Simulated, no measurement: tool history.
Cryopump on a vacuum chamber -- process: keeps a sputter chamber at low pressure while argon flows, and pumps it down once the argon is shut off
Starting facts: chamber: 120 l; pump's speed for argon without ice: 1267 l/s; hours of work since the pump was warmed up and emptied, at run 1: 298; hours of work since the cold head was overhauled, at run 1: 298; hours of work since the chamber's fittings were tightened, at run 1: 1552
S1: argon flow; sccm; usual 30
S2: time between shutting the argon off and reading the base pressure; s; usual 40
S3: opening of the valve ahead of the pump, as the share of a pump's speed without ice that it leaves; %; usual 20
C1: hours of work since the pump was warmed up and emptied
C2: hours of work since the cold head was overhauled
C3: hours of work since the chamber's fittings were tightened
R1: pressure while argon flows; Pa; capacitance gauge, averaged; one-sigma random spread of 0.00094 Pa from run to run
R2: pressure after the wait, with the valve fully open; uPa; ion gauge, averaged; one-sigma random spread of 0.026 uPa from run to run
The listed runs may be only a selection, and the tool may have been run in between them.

run	day	S1	S2	S3	C1	C2	C3	R1	R2
1	0.000	30	40	20	298	298	1552	0.2029	1.55
2	0.500	30	40	20	306	306	1560	0.2020	1.59
3	0.938	30	40	20	314	314	1568	0.2012	1.58
4	1.271	30	40	20	319	319	1573	0.2009	1.64
5	1.562	30	40	28	324	324	1578	0.1434	1.60
6	2.017	30	40	28	332	332	1586	0.1450	1.57
7	2.567	30	40	28	342	342	1596	0.1443	1.57
8	2.908	30	40	28	347	347	1601	0.1458	1.56
9	3.508	21	40	28	358	358	1612	0.1019	1.61
10	3.942	21	40	28	365	365	1619	0.1020	1.61
11	4.225	21	40	28	370	370	1624	0.1021	1.64
12	4.679	45	236	20	378	378	1632	0.3050	0.89
13	5.292	34	40	42	388	388	1642	0.1107	1.63
14	5.888	26	24	42	398	398	1652	0.0843	2.23
15	6.438	26	24	42	408	408	1662	0.0841	2.26
16	6.888	29	236	20	416	416	1670	0.1945	0.89
17	7.158	29	236	32	420	420	1674	0.1225	0.90
18	7.721	18	70	32	430	430	1684	0.0776	1.25
19	8.167	49	23	24	437	437	1691	0.2762	2.32
20	8.467	14	25	23	443	443	1697	0.0839	2.15
21	9.058	30	153	33	453	453	1707	0.1229	0.95

Below are 3 alternative next runs, each starting from the tool's condition after run 21. Predict each:
A	9.625	30	27	33	462	462	1716	?	?
B	9.625	44	22	31	462	462	1716	?	?
C	9.625	29	153	50	462	462	1716	?	?

run	R1	R2
A	0.1236	2.11
B	0.1934	2.39
C	0.0804	0.98
Had the tool no hidden state, the same runs would have come out as:
run	R1	R2
A	0.1210	1.59
B	0.1895	1.87
C	0.0779	0.45
